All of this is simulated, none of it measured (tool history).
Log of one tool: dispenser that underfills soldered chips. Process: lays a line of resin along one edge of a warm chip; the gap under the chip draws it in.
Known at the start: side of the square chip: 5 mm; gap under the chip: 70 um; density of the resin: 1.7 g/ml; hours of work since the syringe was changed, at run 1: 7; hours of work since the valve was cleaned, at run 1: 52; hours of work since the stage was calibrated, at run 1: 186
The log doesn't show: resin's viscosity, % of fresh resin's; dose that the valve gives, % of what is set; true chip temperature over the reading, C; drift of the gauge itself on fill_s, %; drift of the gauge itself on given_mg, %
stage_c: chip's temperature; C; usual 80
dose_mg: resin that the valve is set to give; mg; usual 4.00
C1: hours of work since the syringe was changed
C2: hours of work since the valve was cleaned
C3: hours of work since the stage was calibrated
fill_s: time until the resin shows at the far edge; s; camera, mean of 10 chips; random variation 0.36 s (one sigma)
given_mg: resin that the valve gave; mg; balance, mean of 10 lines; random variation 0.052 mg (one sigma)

Run 1, hour 0.0: usual settings; C1 7; C2 52; C3 186. Result: fill_s 34.5 s, given_mg 3.77 mg.
At hour 4.8: new syringe of resin.
Run 2, hour 10.3: usual settings; C1 4; C2 59; C3 194. Result: fill_s 28.0 s, given_mg 3.66 mg.
At hour 19.1: new syringe of resin.
Run 3, hour 21.2: usual settings but stage_c 85 C; C1 2; C2 67; C3 201. Result: fill_s 19.1 s, given_mg 3.74 mg.
Run 4, hour 26.0: usual settings but stage_c 85 C; C1 5; C2 70; C3 205. Result: fill_s 25.2 s, given_mg 3.68 mg.
At hour 33.7: new syringe of resin.
Run 5, hour 33.8: usual settings; C1 0; C2 76; C3 210. Result: fill_s 22.9 s, given_mg 3.67 mg.
Run 6, hour 41.4: usual settings; C1 6; C2 81; C3 216. Result: fill_s 31.2 s, given_mg 3.69 mg.
Run 7, hour 47.1: usual settings; C1 10; C2 86; C3 220. Result: fill_s 41.2 s, given_mg 3.67 mg.
At hour 48.0: new syringe of resin.
Run 8, hour 51.9: usual settings; C1 3; C2 89; C3 223. Result: fill_s 26.4 s, given_mg 3.58 mg.
Run 9, hour 59.6: usual settings; C1 8; C2 94; C3 229. Result: fill_s 37.5 s, given_mg 3.64 mg.
At hour 62.3: new syringe of resin.
Run 10, hour 68.0: usual settings; C1 4; C2 100; C3 235. Result: fill_s 29.1 s, given_mg 3.59 mg.
At hour 76.6: new syringe of resin.
Run 11, hour 79.3: usual settings but dose_mg 3.50 mg; C1 2; C2 108; C3 243. Result: fill_s 26.7 s, given_mg 3.12 mg.
Run 12, hour 86.6: usual settings but dose_mg 3.95 mg; C1 7; C2 113; C3 248. Result: fill_s 35.1 s, given_mg 3.53 mg.
At hour 91.2: new syringe of resin.
Run 13, hour 94.7: usual settings but stage_c 91 C; C1 3; C2 119; C3 253. Result: fill_s 16.4 s, given_mg 3.59 mg.
Run 14, hour 100.4: usual settings but stage_c 84 C, dose_mg 5.07 mg; C1 7; C2 123; C3 258. Result: fill_s 27.8 s, given_mg 4.52 mg.
At hour 105.3: new syringe of resin.
Run 15, hour 110.8: usual settings but stage_c 84 C, dose_mg 5.07 mg; C1 4; C2 130; C3 265. Result: fill_s 23.2 s, given_mg 4.52 mg.
Run 16, hour 117.0: usual settings but stage_c 85 C, dose_mg 4.22 mg; C1 8; C2 135; C3 269. Result: fill_s 30.0 s, given_mg 3.68 mg.
At hour 120.0: new syringe of resin.
Run 17, hour 125.2: usual settings but dose_mg 4.20 mg; C1 4; C2 141; C3 275. Result: fill_s 28.7 s, given_mg 3.67 mg.
At hour 128.7: dispensing valve cleaned and set on the balance.
Run 18, hour 133.8: usual settings but dose_mg 4.20 mg; C1 9; C2 4; C3 281. Result: fill_s 39.4 s, given_mg 4.16 mg.
At hour 135.8: new syringe of resin.
Run 19, hour 138.9: usual settings but stage_c 67 C; C1 2; C2 7; C3 284. Result: fill_s 43.2 s, given_mg 4.01 mg.
Run 20, hour 147.1: usual settings but stage_c 91 C, dose_mg 5.04 mg; C1 8; C2 13; C3 290. Result: fill_s 22.2 s, given_mg 5.02 mg.
At hour 150.7: new syringe of resin.
Run 21, hour 154.8: usual settings but stage_c 90 C, dose_mg 5.04 mg; C1 3; C2 18; C3 295. Result: fill_s 16.4 s, given_mg 4.95 mg.
Run 22, hour 163.0: usual settings but stage_c 90 C, dose_mg 5.04 mg; C1 9; C2 24; C3 301. Result: fill_s 25.1 s, given_mg 5.03 mg.
At hour 165.0: new syringe of resin.
Run 23, hour 171.7: usual settings but stage_c 84 C, dose_mg 3.41 mg; C1 5; C2 30; C3 307. Result: fill_s 26.6 s, given_mg 3.22 mg.
Run 24, hour 177.0: usual settings but stage_c 74 C, dose_mg 3.41 mg; C1 9; C2 34; C3 311. Result: fill_s 52.0 s, given_mg 3.31 mg.
At hour 179.8: new syringe of resin.
Run 25, hour 184.8: usual settings but stage_c 74 C, dose_mg 3.41 mg; C1 4; C2 40; C3 317. Result: fill_s 37.9 s, given_mg 3.36 mg.

Forecast run 26:
At hour 193.9: new syringe of resin.
Run 26, hour 195.7: usual settings but stage_c 77 C, dose_mg 4.01 mg; C1 1; C2 47; C3 324. Result: fill_s ?, given_mg ?.

fill_s: 27.9 s
given_mg: 3.81 mg
Without the tool's hidden state the same run would have given fill_s 23.8 s, given_mg 4.00 mg.
